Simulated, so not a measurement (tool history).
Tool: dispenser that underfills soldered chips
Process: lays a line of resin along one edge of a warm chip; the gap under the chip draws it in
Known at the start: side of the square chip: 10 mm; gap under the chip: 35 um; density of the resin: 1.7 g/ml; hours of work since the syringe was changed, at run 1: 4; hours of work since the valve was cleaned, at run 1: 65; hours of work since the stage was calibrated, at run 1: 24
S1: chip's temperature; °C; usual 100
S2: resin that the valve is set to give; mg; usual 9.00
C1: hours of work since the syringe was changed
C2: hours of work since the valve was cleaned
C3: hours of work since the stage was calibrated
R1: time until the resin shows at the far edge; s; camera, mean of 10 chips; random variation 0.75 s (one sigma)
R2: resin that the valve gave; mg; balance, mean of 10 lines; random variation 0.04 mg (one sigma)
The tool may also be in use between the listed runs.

run 1 day=0.000 | S1=100 S2=9.00 | C1=4 C2=65 C3=24 | R1=95.0 R2=8.53
run 2 day=0.304 | S1=92 S2=9.00 | C1=9 C2=70 C3=29 | R1=166.0 R2=8.44
-- day=0.375 new syringe of resin
run 3 day=0.504 | S1=92 S2=9.00 | C1=2 C2=73 C3=32 | R1=102.2 R2=8.48
-- day=0.812 dispensing valve cleaned and set on the balance
run 4 day=0.925 | S1=100 S2=11.64 | C1=8 C2=2 C3=37 | R1=113.6 R2=11.71
-- day=1.067 new syringe of resin
run 5 day=1.138 | S1=101 S2=9.00 | C1=1 C2=5 C3=40 | R1=73.2 R2=8.95
run 6 day=1.517 | S1=100 S2=9.00 | C1=7 C2=10 C3=46 | R1=111.0 R2=8.90
-- day=1.729 new syringe of resin
run 7 day=1.767 | S1=100 S2=9.18 | C1=1 C2=14 C3=50 | R1=72.4 R2=9.07
run 8 day=2.167 | S1=100 S2=8.41 | C1=7 C2=20 C3=56 | R1=110.7 R2=8.25
-- day=2.383 new syringe of resin
run 9 day=2.492 | S1=99 S2=7.91 | C1=2 C2=25 C3=61 | R1=81.7 R2=7.74
run 10 day=2.821 | S1=99 S2=9.00 | C1=7 C2=30 C3=65 | R1=111.3 R2=8.82
-- day=3.025 new syringe of resin
run 11 day=3.138 | S1=91 S2=9.22 | C1=2 C2=34 C3=70 | R1=103.8 R2=9.06
run 12 day=3.379 | S1=109 S2=9.28 | C1=5 C2=38 C3=74 | R1=75.4 R2=9.03
run 13 day=3.650 | S1=109 S2=9.28 | C1=9 C2=42 C3=78 | R1=97.8 R2=9.05

Hidden state at the last listed run before each entry between runs and at the first one after, where it differs:
Between runs 2 and 3: new syringe of resin (day 0.375)
  resin's viscosity, % of fresh resin's: 183.4 -> 114.9; dose that the valve gives, % of what is set: 94.22 -> 93.99; true chip temperature over the reading, C: 0.01 -> 0
  measured less the result without the state, R1: +76.3 -> +14.2 s; R2: -0.52 -> -0.54 mg
Between runs 3 and 4: dispensing valve cleaned and set on the balance (day 0.812)
  resin's viscosity, % of fresh resin's: 114.9 -> 169; dose that the valve gives, % of what is set: 93.99 -> 99.92; true chip temperature over the reading, C: 0 -> -0.01
  measured less the result without the state, R1: +14.2 -> +46.2 s; R2: -0.54 -> -0.01 mg
Between runs 4 and 5: new syringe of resin (day 1.067)
  resin's viscosity, % of fresh resin's: 169 -> 108; dose that the valve gives, % of what is set: 99.92 -> 99.71
  measured less the result without the state, R1: +46.2 -> +5.4 s; R2: -0.01 -> -0.03 mg
Between runs 6 and 7: new syringe of resin (day 1.729)
  resin's viscosity, % of fresh resin's: 159.5 -> 104; dose that the valve gives, % of what is set: 99.28 -> 99
  measured less the result without the state, R1: +41.6 -> +2.9 s; R2: -0.06 -> -0.09 mg
Between runs 8 and 9: new syringe of resin (day 2.383)
  resin's viscosity, % of fresh resin's: 156.8 -> 110.7; dose that the valve gives, % of what is set: 98.53 -> 98.19; true chip temperature over the reading, C: -0.05 -> -0.06
  measured less the result without the state, R1: +40.3 -> +8.4 s; R2: -0.12 -> -0.14 mg
Between runs 10 and 11: new syringe of resin (day 3.025)
  resin's viscosity, % of fresh resin's: 154.5 -> 112.3; dose that the valve gives, % of what is set: 97.82 -> 97.48; true chip temperature over the reading, C: -0.07 -> -0.08
  measured less the result without the state, R1: +39.7 -> +11.9 s; R2: -0.19 -> -0.23 mg

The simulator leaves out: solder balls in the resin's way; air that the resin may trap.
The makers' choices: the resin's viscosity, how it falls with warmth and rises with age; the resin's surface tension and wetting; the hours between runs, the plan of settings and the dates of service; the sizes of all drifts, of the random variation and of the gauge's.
